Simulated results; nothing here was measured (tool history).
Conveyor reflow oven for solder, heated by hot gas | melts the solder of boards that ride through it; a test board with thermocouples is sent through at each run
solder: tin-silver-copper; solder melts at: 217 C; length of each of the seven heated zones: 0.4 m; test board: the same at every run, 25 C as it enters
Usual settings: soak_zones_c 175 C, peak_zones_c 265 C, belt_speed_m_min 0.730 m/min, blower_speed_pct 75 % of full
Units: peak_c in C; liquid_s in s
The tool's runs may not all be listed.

run	hour	soak_zones_c	peak_zones_c	belt_speed_m_min	blower_speed_pct	peak_c	liquid_s
1	0.0	175	265	0.730	75	254.75	52.00
2	22.7	175	265	0.730	75	254.68	52.04
3	40.2	175	265	0.730	75	254.66	52.05
4	53.7	175	265	0.730	75	254.62	51.90
5	65.9	175	272	0.730	75	261.12	55.09
6	88.7	175	272	0.730	75	261.13	55.10
7	104.0	175	265	0.856	75	249.94	40.85
8	127.8	175	265	0.856	75	250.02	40.99
9	144.6	175	265	0.856	75	249.86	40.81
10	166.8	175	265	0.856	75	249.96	40.72
11	185.5	175	261	0.627	74	254.19	61.41
12	199.8	175	273	0.730	63	259.60	54.01
13	217.4	175	265	0.592	75	259.08	68.47
14	242.0	175	265	0.592	75	259.13	68.25
15	254.8	175	265	0.592	75	259.17	68.45
16	268.8	175	273	0.858	69	255.50	43.35
17	280.4	175	273	0.858	69	255.20	43.19
# hour 288.5: thermocouples of zones 6 and 7 changed
18	294.3	172	263	0.766	69	248.36	44.51
19	317.9	172	263	0.766	69	248.17	44.38

5 ways to go on from here, each from the tool as it stands after run 19. What would each give?
A	340.7	178	263	0.766	51	?	?
B	340.7	167	257	0.766	69	?	?
C	340.7	175	274	0.730	75	?	?
D	340.7	170	259	0.805	69	?	?
E	340.7	175	265	0.755	75	?	?

run	peak_c	liquid_s
A	245.53	43.17
B	242.08	38.49
C	260.90	55.02
D	242.92	37.40
E	251.79	48.39
Without the tool's hidden state the same runs would have given:
run	peak_c	liquid_s
A	246.46	43.90
B	243.18	39.53
C	262.00	55.46
D	244.06	38.40
E	252.88	49.05
